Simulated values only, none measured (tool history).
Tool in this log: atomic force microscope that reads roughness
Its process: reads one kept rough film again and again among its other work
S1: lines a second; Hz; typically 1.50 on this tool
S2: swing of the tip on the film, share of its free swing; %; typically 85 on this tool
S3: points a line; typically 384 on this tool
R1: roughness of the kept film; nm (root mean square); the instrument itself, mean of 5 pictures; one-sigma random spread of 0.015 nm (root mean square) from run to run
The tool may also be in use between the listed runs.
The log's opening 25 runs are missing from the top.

run,hour,S1,S2,S3,R1
26,269.9,1.61,67,427,3.940
# hour 276.7: new tip fitted
27,285.4,1.61,67,427,3.990
28,293.0,1.50,69,384,3.953
29,305.3,2.73,75,864,3.493
30,320.4,2.73,75,864,3.496
31,333.0,1.50,77,384,3.786
32,345.2,2.08,66,476,3.945
33,353.6,0.67,60,546,4.230
34,368.7,3.57,56,554,3.967
35,381.2,1.79,79,536,3.637
36,397.7,1.79,79,536,3.637
37,413.4,1.79,79,536,3.655
38,425.8,1.50,85,498,3.564
39,435.1,1.73,72,353,3.824
40,443.4,3.59,56,384,3.954
41,457.6,1.13,56,959,4.222
42,468.3,1.30,59,289,4.157
43,477.3,1.30,60,454,4.133

Below are 3 alternative next runs, each starting from the tool's condition after run 43. Predict each:
A,486.1,0.80,72,275,?
B,486.1,0.70,60,492,?
C,486.1,2.15,85,881,?

run,R1
A,4.066
B,4.206
C,3.317
Take away the tool's hidden state, keep each run's random variation, and the runs would have read:
run,R1
A,4.078
B,4.219
C,3.327

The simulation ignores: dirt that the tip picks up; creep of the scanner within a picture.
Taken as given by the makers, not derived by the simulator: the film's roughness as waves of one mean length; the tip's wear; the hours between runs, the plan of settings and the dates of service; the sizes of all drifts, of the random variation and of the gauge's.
